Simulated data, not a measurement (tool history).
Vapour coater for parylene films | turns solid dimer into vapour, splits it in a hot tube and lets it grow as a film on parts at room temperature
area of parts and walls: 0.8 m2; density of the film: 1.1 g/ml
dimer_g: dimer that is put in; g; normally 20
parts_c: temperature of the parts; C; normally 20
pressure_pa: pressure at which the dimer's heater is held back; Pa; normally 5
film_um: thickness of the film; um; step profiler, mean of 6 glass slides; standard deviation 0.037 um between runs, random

run 1 hour=0 | dimer_g=20 parts_c=20 pressure_pa=5 | film_um=16.81
run 2 hour=13.5 | dimer_g=18 parts_c=20 pressure_pa=5 | film_um=15.14
run 3 hour=25.5 | dimer_g=18 parts_c=20 pressure_pa=5 | film_um=15.09
run 4 hour=40.4 | dimer_g=20 parts_c=20 pressure_pa=5 | film_um=16.87
run 5 hour=53.7 | dimer_g=20 parts_c=20 pressure_pa=5 | film_um=16.84
run 6 hour=69 | dimer_g=20 parts_c=20 pressure_pa=4.87 | film_um=16.93
run 7 hour=77.9 | dimer_g=20 parts_c=20 pressure_pa=4.87 | film_um=16.89
run 8 hour=87.9 | dimer_g=20 parts_c=20 pressure_pa=4.87 | film_um=16.82
run 9 hour=99.2 | dimer_g=20 parts_c=24 pressure_pa=5 | film_um=15.19
run 10 hour=114.6 | dimer_g=20 parts_c=24 pressure_pa=5 | film_um=15.2
run 11 hour=121.8 | dimer_g=20 parts_c=24 pressure_pa=5 | film_um=15.18
run 12 hour=134.6 | dimer_g=19 parts_c=20 pressure_pa=5 | film_um=15.92
run 13 hour=143.8 | dimer_g=20 parts_c=20 pressure_pa=5 | film_um=16.72
run 14 hour=151.5 | dimer_g=9 parts_c=22 pressure_pa=2.03 | film_um=8.13
run 15 hour=162.6 | dimer_g=9 parts_c=22 pressure_pa=2.03 | film_um=8.13
run 16 hour=174.6 | dimer_g=12 parts_c=23 pressure_pa=9.2 | film_um=8.56
run 17 hour=184 | dimer_g=21 parts_c=16 pressure_pa=2.08 | film_um=21.81
run 18 hour=197.3 | dimer_g=12 parts_c=20 pressure_pa=5.03 | film_um=10.05
run 19 hour=205.1 | dimer_g=12 parts_c=20 pressure_pa=5.03 | film_um=10.02
run 20 hour=215.3 | dimer_g=14 parts_c=19 pressure_pa=11.54 | film_um=10.69
run 21 hour=229.5 | dimer_g=14 parts_c=19 pressure_pa=11.54 | film_um=10.67
run 22 hour=244.3 | dimer_g=14 parts_c=19 pressure_pa=11.54 | film_um=10.68
run 23 hour=259.5 | dimer_g=33 parts_c=17 pressure_pa=3.42 | film_um=31.1
run 24 hour=272.2 | dimer_g=14 parts_c=25 pressure_pa=4.71 | film_um=10.39
run 25 hour=279 | dimer_g=20 parts_c=25 pressure_pa=5 | film_um=14.67
run 26 hour=288.3 | dimer_g=20 parts_c=25 pressure_pa=5 | film_um=14.69

Pick out some run-to-run changes in film_um. Of each, how much would a tool without hidden state show as well, from the settings, what came in and chance, and how much is left for the hidden state and any gauge scatter not in both results compared?
Hidden state at play: vapour lost through the trap's worn valve, %; true temperature of the parts over the reading, C; drift of the gauge itself on film_um, %.
Run 22 -> 23: dimer_g 14 -> 33, parts_c 19 -> 17, pressure_pa 11.54 -> 3.42. film_um +20.42 um: hidden state -0.59, all else +21.01.
Run 23 -> 24: dimer_g 33 -> 14, parts_c 17 -> 25, pressure_pa 3.42 -> 4.71. film_um -20.71 um: hidden state +0.59, all else -21.3.

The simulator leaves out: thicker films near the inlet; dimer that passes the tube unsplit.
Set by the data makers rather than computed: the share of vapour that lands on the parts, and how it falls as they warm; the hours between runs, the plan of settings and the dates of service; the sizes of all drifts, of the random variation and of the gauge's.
